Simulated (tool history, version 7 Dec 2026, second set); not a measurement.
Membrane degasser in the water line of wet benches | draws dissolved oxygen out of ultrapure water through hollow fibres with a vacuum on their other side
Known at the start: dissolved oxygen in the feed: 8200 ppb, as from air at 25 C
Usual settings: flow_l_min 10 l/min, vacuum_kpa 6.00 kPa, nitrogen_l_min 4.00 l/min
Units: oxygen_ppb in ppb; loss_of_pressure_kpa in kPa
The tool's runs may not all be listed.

| run | hour | flow_l_min | vacuum_kpa | nitrogen_l_min | oxygen_ppb | loss_of_pressure_kpa |
|---|---|---|---|---|---|---|
| 1 | 0.0 | 10 | 6.00 | 4.00 | 137.5 | 32.03 |
| 2 | 53.7 | 10 | 6.00 | 4.00 | 138.0 | 31.63 |
| 3 | 88.8 | 10 | 10.29 | 4.00 | 161.2 | 32.21 |
| 4 | 133.8 | 10 | 10.29 | 4.00 | 164.1 | 32.01 |
| 5 | 220.2 | 10 | 10.29 | 4.00 | 167.2 | 32.13 |
| 6 | 274.4 | 10 | 10.29 | 4.00 | 165.9 | 32.06 |
| 7 | 326.4 | 10 | 10.29 | 4.00 | 166.5 | 32.34 |
| 8 | 365.0 | 10 | 10.29 | 4.00 | 167.4 | 32.03 |
| 9 | 447.0 | 10 | 6.00 | 8.81 | 128.8 | 32.17 |
| 10 | 525.3 | 10 | 6.00 | 4.00 | 139.1 | 32.15 |
| 11 | 577.3 | 8 | 6.00 | 4.00 | 96.3 | 25.78 |
| 12 | 642.9 | 8 | 6.00 | 4.00 | 94.8 | 25.62 |
| 13 | 711.6 | 8 | 6.00 | 4.00 | 95.6 | 25.80 |
| 14 | 761.4 | 8 | 6.00 | 4.00 | 95.8 | 25.56 |
| 15 | 830.9 | 8 | 6.00 | 4.00 | 96.2 | 25.79 |
| 16 | 906.8 | 8 | 6.00 | 3.30 | 100.7 | 25.41 |
| 17 | 946.2 | 8 | 6.00 | 3.30 | 97.8 | 25.87 |
| 18 | 1022.5 | 10 | 6.00 | 1.97 | 155.0 | 32.05 |
| 19 | 1087.4 | 9 | 5.56 | 7.44 | 108.2 | 29.31 |
| 20 | 1153.3 | 9 | 5.56 | 7.44 | 110.6 | 28.89 |
|  | 1161.8 | vacuum gauge calibrated |
| 21 | 1238.2 | 10 | 9.10 | 1.69 | 210.9 | 32.18 |
| 22 | 1307.3 | 10 | 5.45 | 7.07 | 129.8 | 31.99 |
| 23 | 1344.0 | 10 | 5.45 | 7.07 | 133.7 | 32.21 |
|  | 1359.2 | vacuum gauge calibrated, once more |
| 24 | 1427.4 | 11 | 5.89 | 11.47 | 154.0 | 35.29 |
| 25 | 1504.7 | 9 | 6.29 | 4.00 | 121.7 | 29.31 |
| 26 | 1570.3 | 10 | 8.71 | 4.00 | 157.1 | 32.16 |
| 27 | 1632.3 | 10 | 8.71 | 4.00 | 158.8 | 32.50 |
| 28 | 1691.8 | 8 | 8.71 | 4.00 | 111.2 | 25.73 |
| 29 | 1744.0 | 8 | 8.71 | 4.00 | 113.2 | 25.87 |
|  | 1752.5 | seals of the vacuum lines changed |
| 30 | 1792.6 | 8 | 8.71 | 4.00 | 109.5 | 25.85 |
| 31 | 1859.9 | 7 | 4.32 | 2.13 | 74.1 | 22.70 |
| 32 | 1933.4 | 16 | 4.32 | 9.56 | 274.7 | 51.70 |

Some steps in oxygen_ppb between neighbouring runs. How much of each would the tool show without its hidden state too (settings, what came in, random variation), and how much is left for the hidden state, with any gauge scatter that isn't in both results?
The hidden state here: membrane still open, %; true pressure behind the membrane over the reading, kPa; air that leaks in behind the membrane, l/min; drift of the gauge itself on oxygen_ppb, %; drift of the gauge itself on loss_of_pressure_kpa, %.
Run 17 -> 18: flow_l_min 8 -> 10, nitrogen_l_min 3.30 -> 1.97. oxygen_ppb +57.2 ppb: hidden state +4.0, all else +53.2.
Run 20 -> 21: flow_l_min 9 -> 10, vacuum_kpa 5.56 -> 9.10, nitrogen_l_min 7.44 -> 1.69, vacuum gauge calibrated. oxygen_ppb +100.3 ppb: hidden state +5.8, all else +94.5.
Run 21 -> 22: vacuum_kpa 9.10 -> 5.45, nitrogen_l_min 1.69 -> 7.07. oxygen_ppb -81.1 ppb: hidden state -3.8, all else -77.3.
Run 31 -> 32: flow_l_min 7 -> 16, nitrogen_l_min 2.13 -> 9.56. oxygen_ppb +200.6 ppb: hidden state +19.9, all else +180.7.
